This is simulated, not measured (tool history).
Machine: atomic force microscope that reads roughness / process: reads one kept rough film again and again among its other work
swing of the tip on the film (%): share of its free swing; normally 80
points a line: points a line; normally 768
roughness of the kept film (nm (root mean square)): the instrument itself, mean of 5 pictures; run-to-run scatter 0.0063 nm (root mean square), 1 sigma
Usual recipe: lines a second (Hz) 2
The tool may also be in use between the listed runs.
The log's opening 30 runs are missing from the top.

run   hour  lines a second (Hz)  swing of the tip on the film (%)  points a line  pictures with this tip  hours of work since the height scale was calibrated  roughness of the kept film (nm (root mean square))
 31  229.2                 1.26                                74            768                      34                                                  175                                               1.842
     230.7  -- height scale calibrated on a step standard
 32    238                 1.26                                74            768                      47                                                    4                                               1.843
 33  244.9                 1.26                                74            768                      58                                                    7                                               1.839
 34  249.5                 2.05                                58            642                      66                                                   10                                               1.868
 35  255.5                 1.44                                57            642                      76                                                   13                                                1.89
 36  259.8                 1.44                                85            936                      83                                                   15                                               1.765
 37  268.6                 2.69                                65            768                      97                                                   20                                               1.825
 38  277.6                    2                                75            651                     112                                                   24                                                1.78
     283.9  -- height scale calibrated on a step standard, once more
 39  287.9                    2                                59            470                     128                                                    2                                               1.859
 40  294.5                 0.52                                80            410                     138                                                    5                                               1.861
 41  300.2                 0.52                                80            410                     148                                                    8                                               1.872
 42  304.3                 3.72                                80            273                     155                                                   11                                               1.612
 43  309.1                 1.32                                80            592                     163                                                   13                                               1.792
 44  314.4                  1.4                                73            321                     171                                                   16                                               1.816

Below are 4 alternative next runs, each starting from the tool's condition after run 44. Predict each:
  A  324.6                 2.26                                57            366                     188                                                   21                                                   ?
  B  324.6                 0.89                                80            486                     188                                                   21                                                   ?
  C  324.6                  1.4                                56           1012                     188                                                   21                                                   ?
  D  324.6                 2.09                                80            768                     188                                                   21                                                   ?

run  roughness of the kept film (nm (root mean square))
  A                                               1.853
  B                                               1.846
  C                                               1.878
  D                                               1.749
Take away the tool's hidden state, keep each run's random variation, and the runs would have read:
run  roughness of the kept film (nm (root mean square))
  A                                               1.878
  B                                                1.87
  C                                               1.903
  D                                               1.772
